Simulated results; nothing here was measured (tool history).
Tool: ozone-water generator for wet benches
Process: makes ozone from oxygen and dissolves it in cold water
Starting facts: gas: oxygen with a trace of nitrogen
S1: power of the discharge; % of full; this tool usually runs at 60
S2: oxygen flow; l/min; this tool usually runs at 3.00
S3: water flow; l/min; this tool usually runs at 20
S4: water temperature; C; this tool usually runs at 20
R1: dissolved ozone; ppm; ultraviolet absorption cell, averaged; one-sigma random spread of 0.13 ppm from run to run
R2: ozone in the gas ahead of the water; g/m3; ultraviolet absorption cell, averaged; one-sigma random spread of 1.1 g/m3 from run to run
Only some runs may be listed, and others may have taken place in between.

Run 1, hour 0.0: usual settings. Result: R1 10.9 ppm, R2 190.9 g/m3.
Run 2, hour 27.1: usual settings. Result: R1 10.9 ppm, R2 191.9 g/m3.
Run 3, hour 58.7: usual settings. Result: R1 10.6 ppm, R2 188.8 g/m3.
Run 4, hour 86.2: usual settings. Result: R1 10.8 ppm, R2 188.4 g/m3.
Run 5, hour 106.4: usual settings but S2 3.84 l/min. Result: R1 11.0 ppm, R2 162.8 g/m3.
Run 6, hour 128.7: usual settings but S2 3.84 l/min. Result: R1 10.7 ppm, R2 163.0 g/m3.
Run 7, hour 145.0: usual settings but S1 63 % of full. Result: R1 11.0 ppm, R2 195.7 g/m3.
Run 8, hour 175.1: usual settings but S3 22 l/min. Result: R1 9.8 ppm, R2 190.5 g/m3.
Run 9, hour 197.9: usual settings. Result: R1 10.6 ppm, R2 189.8 g/m3.
Run 10, hour 223.3: usual settings. Result: R1 10.7 ppm, R2 189.0 g/m3.
Run 11, hour 254.3: usual settings. Result: R1 10.6 ppm, R2 188.0 g/m3.
Run 12, hour 268.1: usual settings. Result: R1 10.6 ppm, R2 189.6 g/m3.
Run 13, hour 283.2: usual settings. Result: R1 10.5 ppm, R2 187.5 g/m3.
Run 14, hour 303.3: usual settings. Result: R1 10.5 ppm, R2 189.0 g/m3.
Run 15, hour 321.1: usual settings. Result: R1 10.6 ppm, R2 188.2 g/m3.
Run 16, hour 353.7: usual settings. Result: R1 10.5 ppm, R2 188.4 g/m3.
Run 17, hour 374.3: usual settings. Result: R1 10.4 ppm, R2 188.0 g/m3.
Run 18, hour 388.2: usual settings but S3 13 l/min, S4 23 C. Result: R1 14.6 ppm, R2 187.5 g/m3.
Run 19, hour 410.9: usual settings but S3 13 l/min, S4 23 C. Result: R1 14.2 ppm, R2 187.9 g/m3.
Run 20, hour 439.1: usual settings but S1 89 % of full, S2 4.95 l/min, S3 12 l/min, S4 12 C. Result: R1 21.9 ppm, R2 173.1 g/m3.
Run 21, hour 456.1: usual settings but S1 89 % of full, S2 1.76 l/min, S3 12 l/min, S4 18 C. Result: R1 21.6 ppm, R2 338.6 g/m3.
Run 22, hour 477.2: usual settings but S2 3.02 l/min. Result: R1 10.6 ppm, R2 185.7 g/m3.
Run 23, hour 504.0: usual settings but S2 2.67 l/min. Result: R1 10.2 ppm, R2 202.3 g/m3.
Run 24, hour 518.4: usual settings but S1 47 % of full, S2 2.67 l/min, S3 13 l/min. Result: R1 13.0 ppm, R2 172.7 g/m3.
Run 25, hour 549.5: usual settings but S1 47 % of full, S2 2.67 l/min, S3 13 l/min. Result: R1 12.9 ppm, R2 174.5 g/m3.
Run 26, hour 579.5: usual settings but S2 3.97 l/min. Result: R1 10.3 ppm, R2 155.4 g/m3.
Run 27, hour 600.1: usual settings but S2 1.86 l/min, S4 18 C. Result: R1 10.1 ppm, R2 254.5 g/m3.
Run 28, hour 630.6: usual settings but S1 71 % of full, S2 2.96 l/min, S3 25 l/min, S4 14 C. Result: R1 9.9 ppm, R2 207.9 g/m3.
Run 29, hour 654.3: usual settings but S3 16 l/min, S4 17 C. Result: R1 13.2 ppm, R2 186.3 g/m3.
Run 30, hour 677.6: usual settings but S2 1.85 l/min, S3 16 l/min, S4 17 C. Result: R1 12.7 ppm, R2 254.9 g/m3.
Run 31, hour 693.6: usual settings but S2 1.85 l/min, S3 16 l/min, S4 17 C. Result: R1 12.8 ppm, R2 253.2 g/m3.
Run 32, hour 714.9: usual settings but S1 72 % of full, S3 19 l/min. Result: R1 12.0 ppm, R2 204.5 g/m3.
Run 33, hour 747.2: usual settings but S1 72 % of full, S3 21 l/min, S4 23 C. Result: R1 12.2 ppm, R2 205.9 g/m3.
Run 34, hour 778.8: usual settings but S2 4.49 l/min, S4 17 C. Result: R1 11.9 ppm, R2 140.8 g/m3.

Not shown: 3 entries that the log had between the listed runs. Between which runs, and how does the tool's hidden state differ before and after?
Runs 23 to 24: water thermometer calibrated (hour 507.2)
  yield of the discharge, % of new electrodes': 91.5 -> 91.4; contactor's efficiency, % of a clean one's: 83.4 -> 83.3; true water temperature over the reading, C: 0.47 -> 0.72
  measured less the result without the state, R1: -2.3 -> -2.6 ppm; R2: -16.8 -> -11.9 g/m3
Runs 26 to 27: water thermometer calibrated, once more (hour 589.8)
  yield of the discharge, % of new electrodes': 91.1 -> 91; true water temperature over the reading, C: 0.73 -> -0.01
  measured less the result without the state, R1: -2.4 -> -2.3 ppm; R2: -13.5 -> -22.6 g/m3
Runs 32 to 33: contactor cleaned (hour 731.0)
  yield of the discharge, % of new electrodes': 90.4 -> 90.3; contactor's efficiency, % of a clean one's: 82.7 -> 99.6
  measured less the result without the state, R1: -2.9 -> -1.4 ppm; R2: -22.2 -> -22.6 g/m3
